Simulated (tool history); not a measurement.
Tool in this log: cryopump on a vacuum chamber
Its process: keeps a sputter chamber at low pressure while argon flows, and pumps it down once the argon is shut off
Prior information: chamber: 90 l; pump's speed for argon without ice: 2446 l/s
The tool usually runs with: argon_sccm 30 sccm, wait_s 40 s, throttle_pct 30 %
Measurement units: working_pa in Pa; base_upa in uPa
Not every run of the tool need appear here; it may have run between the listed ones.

{"run": 1, "day": 0.0, "argon_sccm": 30, "wait_s": 40, "throttle_pct": 30, "working_pa": 0.0721, "base_upa": 0.54}
{"run": 2, "day": 0.942, "argon_sccm": 30, "wait_s": 40, "throttle_pct": 30, "working_pa": 0.0726, "base_upa": 0.58}
{"run": 3, "day": 1.975, "argon_sccm": 30, "wait_s": 40, "throttle_pct": 30, "working_pa": 0.0716, "base_upa": 0.64}
{"run": 4, "day": 2.933, "argon_sccm": 30, "wait_s": 76, "throttle_pct": 30, "working_pa": 0.0725, "base_upa": 0.41}
{"run": 5, "day": 3.562, "argon_sccm": 30, "wait_s": 76, "throttle_pct": 30, "working_pa": 0.0737, "base_upa": 0.4}
{"run": 6, "day": 4.55, "argon_sccm": 30, "wait_s": 40, "throttle_pct": 45, "working_pa": 0.0507, "base_upa": 0.59}
{"run": 7, "day": 5.496, "argon_sccm": 31, "wait_s": 40, "throttle_pct": 30, "working_pa": 0.0766, "base_upa": 0.59}
{"run": 8, "day": 6.075, "argon_sccm": 31, "wait_s": 40, "throttle_pct": 30, "working_pa": 0.0766, "base_upa": 0.66}
{"run": 9, "day": 6.662, "argon_sccm": 31, "wait_s": 40, "throttle_pct": 30, "working_pa": 0.077, "base_upa": 0.65}
{"run": 10, "day": 7.158, "argon_sccm": 31, "wait_s": 40, "throttle_pct": 30, "working_pa": 0.0772, "base_upa": 0.66}
{"run": 11, "day": 7.6, "argon_sccm": 31, "wait_s": 40, "throttle_pct": 30, "working_pa": 0.0776, "base_upa": 0.66}
{"run": 12, "day": 8.283, "argon_sccm": 30, "wait_s": 40, "throttle_pct": 30, "working_pa": 0.0754, "base_upa": 0.7}
{"run": 13, "day": 8.979, "argon_sccm": 30, "wait_s": 40, "throttle_pct": 30, "working_pa": 0.0759, "base_upa": 0.76}
{"run": 14, "day": 9.492, "argon_sccm": 30, "wait_s": 40, "throttle_pct": 16, "working_pa": 0.1371, "base_upa": 0.72}
{"run": 15, "day": 10.425, "argon_sccm": 30, "wait_s": 36, "throttle_pct": 30, "working_pa": 0.0758, "base_upa": 0.75}
{"run": 16, "day": 10.996, "argon_sccm": 30, "wait_s": 40, "throttle_pct": 30, "working_pa": 0.0772, "base_upa": 0.79}
{"day": 11.646, "done": "pump warmed up, emptied and cooled again"}
{"run": 17, "day": 12.108, "argon_sccm": 30, "wait_s": 40, "throttle_pct": 30, "working_pa": 0.0705, "base_upa": 0.63}
{"run": 18, "day": 12.975, "argon_sccm": 30, "wait_s": 40, "throttle_pct": 51, "working_pa": 0.0409, "base_upa": 0.63}
{"run": 19, "day": 13.817, "argon_sccm": 13, "wait_s": 40, "throttle_pct": 30, "working_pa": 0.0306, "base_upa": 0.7}
{"run": 20, "day": 14.492, "argon_sccm": 13, "wait_s": 40, "throttle_pct": 30, "working_pa": 0.0304, "base_upa": 0.66}
{"run": 21, "day": 15.017, "argon_sccm": 30, "wait_s": 32, "throttle_pct": 30, "working_pa": 0.0712, "base_upa": 0.8}
{"run": 22, "day": 16.067, "argon_sccm": 53, "wait_s": 40, "throttle_pct": 23, "working_pa": 0.1622, "base_upa": 0.73}
{"run": 23, "day": 16.8, "argon_sccm": 53, "wait_s": 40, "throttle_pct": 23, "working_pa": 0.1627, "base_upa": 0.7}
{"run": 24, "day": 17.671, "argon_sccm": 53, "wait_s": 40, "throttle_pct": 23, "working_pa": 0.1625, "base_upa": 0.78}
{"run": 25, "day": 18.675, "argon_sccm": 31, "wait_s": 29, "throttle_pct": 18, "working_pa": 0.1229, "base_upa": 0.91}

The next listed run, before its measurement:
{"run": 26, "day": 19.621, "argon_sccm": 31, "wait_s": 29, "throttle_pct": 25, "working_pa": "?", "base_upa": "?"}

working_pa: 0.0886 Pa
base_upa: 0.93 uPa
Without the tool's hidden state the same run would have given working_pa 0.0854 Pa, base_upa 0.66 uPa.
